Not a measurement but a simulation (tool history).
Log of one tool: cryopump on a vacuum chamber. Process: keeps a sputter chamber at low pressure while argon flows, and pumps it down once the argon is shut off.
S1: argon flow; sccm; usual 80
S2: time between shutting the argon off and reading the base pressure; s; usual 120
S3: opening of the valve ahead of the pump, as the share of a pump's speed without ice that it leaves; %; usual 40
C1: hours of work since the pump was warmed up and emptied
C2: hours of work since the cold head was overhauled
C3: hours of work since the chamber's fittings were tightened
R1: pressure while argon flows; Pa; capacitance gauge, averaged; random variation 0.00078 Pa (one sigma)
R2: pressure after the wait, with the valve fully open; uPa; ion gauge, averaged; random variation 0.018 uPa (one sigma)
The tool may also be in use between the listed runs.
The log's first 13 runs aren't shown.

run	hour	S1	S2	S3	C1	C2	C3	R1	R2
14	406.5	80	120	40	108	594	1074	0.1556	0.75
15	428.1	84	120	40	118	604	1084	0.1640	0.69
16	463.7	84	120	40	135	621	1100	0.1626	0.73
17	494.2	80	37	40	149	635	1114	0.1553	1.73
18	535.3	147	37	28	168	654	1133	0.4064	1.75
19	565.2	80	120	30	182	668	1147	0.2076	0.70
20	612.5	80	109	38	204	690	1169	0.1655	0.77
21	649.8	80	237	40	221	707	1187	0.1569	0.54
22	678.7	92	49	45	235	721	1200	0.1607	1.38
23	698.9	98	195	16	244	730	1209	0.4721	0.58
24	740.0	111	120	20	263	749	1229	0.4321	0.76
25	768.9	154	24	44	277	763	1242	0.2802	2.55
26	795.3	154	67	32	289	775	1254	0.3783	1.12
27	815.3	154	67	32	298	784	1263	0.3763	1.10
28	844.9	145	172	46	312	798	1277	0.2548	0.63
29	865.4	49	120	29	322	807	1287	0.1323	0.77
30	894.7	49	120	29	335	821	1300	0.1327	0.76
31	923.9	49	120	29	349	835	1314	0.1332	0.81
32	947.9	49	120	29	360	846	1325	0.1334	0.80
33	995.0	80	75	43	382	868	1347	0.1520	1.02

Forecast each of these 5 alternatives for the next run:
A	1037.6	80	114	40	402	887	1367	?	?
B	1037.6	80	120	48	402	887	1367	?	?
C	1037.6	92	147	40	402	887	1367	?	?
D	1037.6	92	247	44	402	887	1367	?	?
E	1037.6	80	120	28	402	887	1367	?	?

run	R1	R2
A	0.1639	0.81
B	0.1371	0.77
C	0.1885	0.75
D	0.1722	0.57
E	0.2293	0.79
Without the tool's hidden state the same runs would have given:
run	R1	R2
A	0.1518	0.60
B	0.1250	0.56
C	0.1745	0.53
D	0.1582	0.36
E	0.2171	0.58
